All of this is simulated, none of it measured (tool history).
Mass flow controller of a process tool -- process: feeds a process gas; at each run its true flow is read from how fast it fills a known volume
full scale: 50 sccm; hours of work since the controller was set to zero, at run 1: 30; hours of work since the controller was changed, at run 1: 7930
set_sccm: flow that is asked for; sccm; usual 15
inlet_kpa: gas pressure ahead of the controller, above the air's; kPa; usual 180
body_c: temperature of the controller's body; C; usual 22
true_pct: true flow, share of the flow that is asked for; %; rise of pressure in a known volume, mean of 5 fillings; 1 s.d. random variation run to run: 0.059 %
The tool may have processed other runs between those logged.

run	hour	set_sccm	inlet_kpa	body_c	hours of work since the controller was set to zero	hours of work since the controller was changed	true_pct
1	0	15	180	22	30	7930	99.57
2	196.6	15	180	22	185	8084	99.62
3	473.3	15	180	22	402	8302	99.54
4	751.1	15	160	22	620	8520	99.37
5	1119	15	160	22	909	8809	99.34
6	1307	15	266	22	1057	8957	99.85
7	1711.6	15	266	22	1375	9275	99.82
8	2047.1	15	149	22	1639	9538	99.32
9	2327	8	178	22	1858	9758	98.51

Forecast run 10:
10	2639.6	8	209	35	2104	10004	?

{"run 10": {"true_pct": 97.06}}
The same run, on a tool lacking any hidden state, would have yielded true_pct 96.5 %.
